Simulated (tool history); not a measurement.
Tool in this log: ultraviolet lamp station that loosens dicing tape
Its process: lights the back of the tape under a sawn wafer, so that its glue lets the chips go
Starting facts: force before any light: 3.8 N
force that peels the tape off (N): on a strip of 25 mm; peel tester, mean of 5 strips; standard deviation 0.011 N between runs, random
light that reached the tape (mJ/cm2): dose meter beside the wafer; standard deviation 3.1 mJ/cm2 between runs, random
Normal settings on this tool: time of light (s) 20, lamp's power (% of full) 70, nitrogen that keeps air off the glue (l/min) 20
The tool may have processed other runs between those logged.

run   hour  time of light (s)  lamp's power (% of full)  nitrogen that keeps air off the glue (l/min)  force that peels the tape off (N)  light that reached the tape (mJ/cm2)
  1    0.0                 20                        70                                            20                              0.499                                   444
  2   60.4                 20                        70                                            20                              0.518                                   433
  3  127.8                 20                        70                                            20                              0.537                                   432
  4  210.3                 20                        70                                            20                              0.576                                   421
  5  261.1                 38                        70                                            20                              0.283                                   784
  6  326.7                 38                        70                                            20                              0.291                                   777
  7  386.0                 20                        70                                            16                              0.639                                   401
  8  474.2                 24                        63                                            16                              0.610                                   426
  9  532.1                 24                        63                                            32                              0.503                                   419
 10  569.5                 20                        70                                            30                              0.584                                   380
 11  632.0                 15                        74                                            20                              0.866                                   298
 12  672.1                 15                        74                                            20                              0.907                                   290
 13  746.9                 20                        64                                            20                              0.779                                   333
 14  804.0                 39                        77                                             6                              0.373                                   762

Pick out some run-to-run changes in force that peels the tape off (N). Of each, how much would a tool without hidden state show as well, from the settings, what came in and chance, and how much is left for the hidden state and any gauge scatter not in both results compared?
Hidden conditions of the tool in this case: lamp's light, % of a new lamp's; light that the window lets through, % of a clean one's; drift of the gauge itself on peel_n, %; drift of the gauge itself on dose_mj_cm2, %.
Run 13 -> 14: time of light (s) 20 -> 39, lamp's power (% of full) 64 -> 77, nitrogen that keeps air off the glue (l/min) 20 -> 6. force that peels the tape off (N) -0.406: hidden state -0.140, all else -0.266.
